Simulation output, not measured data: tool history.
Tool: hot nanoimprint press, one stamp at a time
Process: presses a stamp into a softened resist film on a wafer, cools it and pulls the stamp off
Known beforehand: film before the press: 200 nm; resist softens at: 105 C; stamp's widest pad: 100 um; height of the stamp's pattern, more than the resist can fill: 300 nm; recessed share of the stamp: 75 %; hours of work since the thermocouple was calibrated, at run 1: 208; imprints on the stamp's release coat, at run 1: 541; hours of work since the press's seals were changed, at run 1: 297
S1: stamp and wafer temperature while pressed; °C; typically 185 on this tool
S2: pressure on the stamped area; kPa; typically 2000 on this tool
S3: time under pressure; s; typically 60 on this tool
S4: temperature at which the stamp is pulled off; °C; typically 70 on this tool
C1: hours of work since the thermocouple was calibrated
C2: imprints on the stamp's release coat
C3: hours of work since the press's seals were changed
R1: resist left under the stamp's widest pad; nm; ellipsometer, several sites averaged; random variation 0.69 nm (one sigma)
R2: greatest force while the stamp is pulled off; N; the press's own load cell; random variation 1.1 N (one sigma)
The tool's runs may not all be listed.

run   hour   S1    S2   S3  S4   C1   C2   C3     R1   R2
  1    0.0  185  2000   60  70  208  541  297  109.9  137
  2    7.4  173  2000   60  70  213  557  302  163.6  139
  3   17.6  185  2000   45  70  220  581  309  119.4  138
      31.6  -- stamp cleaned and given a new release coat
  4   34.7  185  2620   60  70  228    7  317   97.2  131
  5   51.1  185  2000   60  59  240   45  328  109.6  166
  6   63.7  185  2000   60  70  249   74  337  110.0  132
  7   77.8  185  2000   60  70  259  106  347  109.0  131
  8   92.5  185  2000   60  70  269  139  358  109.3  132
  9  101.6  185  2000   60  70  275  160  364  110.6  131
 10  114.0  185  2000   60  70  284  188  373  110.1  132
 11  126.8  185  2000   86  70  293  218  382   97.9  134
 12  140.7  185  1240   60  70  303  250  391  131.8  136
 13  149.7  185  1240   60  70  309  270  398  132.2  133
 14  165.3  185  1240   60  70  320  306  409  133.2  135
 15  172.7  185  2000   62  70  325  323  414  109.2  134
 16  185.5  185  2000  104  56  334  352  423   92.3  180
 17  197.8  185  2000  104  56  343  380  432   91.8  179
     201.6  -- plate thermocouple calibrated
 18  208.3  185  2000  104  56    5  397  437   92.3  183
 19  218.4  182  1670   64  67   12  420  444  130.8  147
 20  231.8  185  1650   60  70   21  451  454  121.4  136
 21  243.0  185  1650   60  70   29  477  461  120.8  138
 22  250.9  185  1380   60  66   35  495  467  127.9  152
 23  258.5  185  1380   60  66   40  512  472  130.4  149
 24  272.2  185  1380   60  66   50  543  482  130.2  152
 25  282.8  190  1380   61  62   57  568  490  108.5  165
 26  292.9  190  1380   61  62   64  591  497  109.9  166
     302.4  -- stamp cleaned and given a new release coat
     306.6  -- plate thermocouple calibrated, once more
 27  314.7  190  1380   61  62    6   21  506  104.7  154
 28  325.2  190  1380   61  62   13   45  513  105.5  155
 29  332.0  197  1680   86  70   18   61  518   62.9  132

Measured less the same run without the tool's hidden state. The same run-to-run variation is in both; the gauge's scatter may not be:
Hidden state at play: true temperature over the reading, C; pressure that arrives at the usual setting, %; grip of the stamp's worn release coat, % over a new coat's; drift of the gauge itself on residual_nm, %; drift of the gauge itself on pull_off_n, %.
run    R1   R2
  1  +2.8   +8
  2  +2.5   +9
  3  +2.9  +10
  4  +3.1   +1
  5  +3.2   +2
  6  +3.2   +3
  7  +3.4   +3
  8  +3.5   +4
  9  +3.6   +4
 10  +3.7   +4
 11  +3.6   +5
 12  +3.4   +5
 13  +3.5   +5
 14  +3.6   +6
 15  +4.1   +6
 16  +3.9   +8
 17  +4.0   +9
 18  +4.4  +10
 19  +4.8   +9
 20  +4.8   +9
 21  +4.9  +10
 22  +4.7  +10
 23  +4.8  +10
 24  +4.9  +11
 25  +4.7  +12
 26  +4.7  +13
 27  +2.2   +1
 28  +2.3   +2
 29  +1.8   +2

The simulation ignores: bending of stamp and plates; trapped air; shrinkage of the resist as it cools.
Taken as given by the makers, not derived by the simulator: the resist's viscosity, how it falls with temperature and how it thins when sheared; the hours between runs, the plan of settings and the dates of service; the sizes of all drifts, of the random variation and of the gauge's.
